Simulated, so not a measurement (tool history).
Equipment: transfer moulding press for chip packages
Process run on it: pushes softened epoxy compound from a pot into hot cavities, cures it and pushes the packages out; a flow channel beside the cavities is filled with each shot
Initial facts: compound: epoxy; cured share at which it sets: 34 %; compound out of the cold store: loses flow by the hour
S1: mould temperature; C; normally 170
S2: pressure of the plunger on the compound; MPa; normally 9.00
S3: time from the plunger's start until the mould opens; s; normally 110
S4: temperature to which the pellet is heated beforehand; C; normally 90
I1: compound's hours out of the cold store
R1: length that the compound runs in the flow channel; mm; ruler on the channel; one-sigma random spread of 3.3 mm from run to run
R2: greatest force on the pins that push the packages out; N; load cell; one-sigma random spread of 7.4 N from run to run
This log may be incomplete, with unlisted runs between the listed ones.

Run 1, hour 0.0: usual settings; I1 28.8. Result: R1 586 mm, R2 442 N.
Run 2, hour 7.2: usual settings; I1 27.0. Result: R1 588 mm, R2 471 N.
Run 3, hour 14.6: usual settings; I1 43.2. Result: R1 564 mm, R2 466 N.
Run 4, hour 21.3: usual settings but S3 109 s; I1 8.4. Result: R1 617 mm, R2 493 N.
Run 5, hour 27.9: usual settings but S4 84 C; I1 37.7. Result: R1 567 mm, R2 481 N.
Run 6, hour 33.8: usual settings but S1 169 C; I1 32.7. Result: R1 576 mm, R2 503 N.
Run 7, hour 42.0: usual settings; I1 17.6. Result: R1 597 mm, R2 484 N.
Run 8, hour 53.4: usual settings; I1 12.1. Result: R1 613 mm, R2 503 N.
Run 9, hour 62.7: usual settings; I1 45.5. Result: R1 562 mm, R2 512 N.
Run 10, hour 67.8: usual settings; I1 24.8. Result: R1 592 mm, R2 529 N.
Run 11, hour 72.7: usual settings; I1 43.4. Result: R1 563 mm, R2 486 N.
Run 12, hour 80.2: usual settings but S4 93 C; I1 36.0. Result: R1 572 mm, R2 508 N.
Run 13, hour 86.0: usual settings but S4 93 C; I1 12.1. Result: R1 609 mm, R2 518 N.
Run 14, hour 96.4: usual settings but S4 93 C; I1 28.1. Result: R1 586 mm, R2 557 N.
Run 15, hour 106.8: usual settings; I1 23.8. Result: R1 588 mm, R2 548 N.
Run 16, hour 116.8: usual settings but S1 163 C, S4 95 C; I1 8.0. Result: R1 641 mm, R2 960 N.
Run 17, hour 121.6: usual settings but S1 163 C, S2 8.71 MPa, S4 83 C; I1 10.2. Result: R1 638 mm, R2 997 N.
Run 18, hour 130.8: usual settings but S1 163 C, S2 8.71 MPa, S4 83 C; I1 19.3. Result: R1 619 mm, R2 966 N.
Run 19, hour 138.1: usual settings but S2 9.90 MPa; I1 39.6. Result: R1 592 mm, R2 317 N.
Run 20, hour 144.0: usual settings but S1 173 C, S3 121 s; I1 43.0. Result: R1 551 mm, R2 279 N.
Run 21, hour 153.1: usual settings but S1 173 C, S3 121 s; I1 20.8. Result: R1 579 mm, R2 328 N.
Run 22, hour 158.0: usual settings but S1 173 C, S3 121 s; I1 35.5. Result: R1 561 mm, R2 322 N.
Run 23, hour 163.7: usual settings but S1 174 C, S4 98 C; I1 35.8. Result: R1 555 mm, R2 335 N.
Run 24, hour 171.5: usual settings but S1 174 C, S4 98 C; I1 21.8. Result: R1 573 mm, R2 362 N.
Run 25, hour 180.1: usual settings but S3 101 s; I1 14.9. Result: R1 594 mm, R2 478 N.
Run 26, hour 185.2: usual settings but S2 9.44 MPa, S3 101 s, S4 97 C; I1 47.7. Result: R1 565 mm, R2 461 N.
Run 27, hour 194.7: usual settings but S2 9.44 MPa, S3 101 s, S4 86 C; I1 21.0. Result: R1 601 mm, R2 488 N.
Run 28, hour 199.9: usual settings but S2 8.77 MPa, S3 119 s, S4 98 C; I1 39.0. Result: R1 557 mm, R2 398 N.
Run 29, hour 205.0: usual settings but S2 11.00 MPa, S3 119 s, S4 98 C; I1 11.5. Result: R1 673 mm, R2 414 N.

The log once held 2 entries between its listed runs, left out of this copy. Where does each go, and what is different about the tool's unlogged condition between the listed run before it and the listed run after it?
Logged between run 13 and run 14: cavities cleaned with cleaning compound and waxed (hour 88.1)
  true mould temperature over the reading, C: 0.14 -> 0.15; pressure that reaches the compound, % of what is set: 97.88 -> 97.79; grip of the stained cavities, % over clean ones': 67.3 -> 81.2
  what was measured, less what the result would be without the hidden state, R1: -7 -> -7 mm; R2: +208 -> +247 N
Logged between run 18 and run 19: cavities cleaned with cleaning compound and waxed, once more (hour 133.3)
  true mould temperature over the reading, C: 0.17 -> 0.18; pressure that reaches the compound, % of what is set: 97.44 -> 97.38; grip of the stained cavities, % over clean ones': 81.5 -> 6.7
  what was measured, less what the result would be without the hidden state, R1: -9 -> -9 mm; R2: +425 -> +18 N

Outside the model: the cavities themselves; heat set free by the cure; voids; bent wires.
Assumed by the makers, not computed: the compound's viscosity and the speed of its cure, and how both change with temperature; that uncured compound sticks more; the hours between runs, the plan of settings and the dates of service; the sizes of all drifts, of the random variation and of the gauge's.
